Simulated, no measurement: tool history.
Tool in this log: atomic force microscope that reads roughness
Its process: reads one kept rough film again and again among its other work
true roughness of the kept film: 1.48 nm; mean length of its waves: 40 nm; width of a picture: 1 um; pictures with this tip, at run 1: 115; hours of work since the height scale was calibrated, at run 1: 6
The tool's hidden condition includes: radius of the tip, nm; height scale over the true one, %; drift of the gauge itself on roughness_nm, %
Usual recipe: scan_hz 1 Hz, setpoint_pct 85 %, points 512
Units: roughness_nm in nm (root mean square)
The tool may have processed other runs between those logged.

| run | hour | scan_hz | setpoint_pct | points | pictures with this tip | hours of work since the height scale was calibrated | roughness_nm |
|---|---|---|---|---|---|---|---|
| 1 | 0 | 1 | 85 | 512 | 115 | 6 | 1.198 |
| 2 | 14 | 1 | 85 | 512 | 137 | 15 | 1.198 |
| 3 | 24.2 | 1 | 85 | 512 | 153 | 21 | 1.178 |
| 4 | 36.1 | 1 | 85 | 512 | 172 | 28 | 1.177 |
| 5 | 42.3 | 1 | 85 | 512 | 182 | 32 | 1.188 |
| 6 | 51.4 | 1 | 57 | 881 | 196 | 38 | 1.301 |
| 7 | 64.6 | 1 | 67 | 512 | 217 | 46 | 1.258 |

Run 8 has not been measured yet. What should we expect?
| 8 | 75.1 | 1 | 85 | 451 | 234 | 52 | ? |

roughness_nm: 1.162 nm (root mean square)
With no hidden state in the tool, this same run would have given roughness_nm 1.25 nm (root mean square).
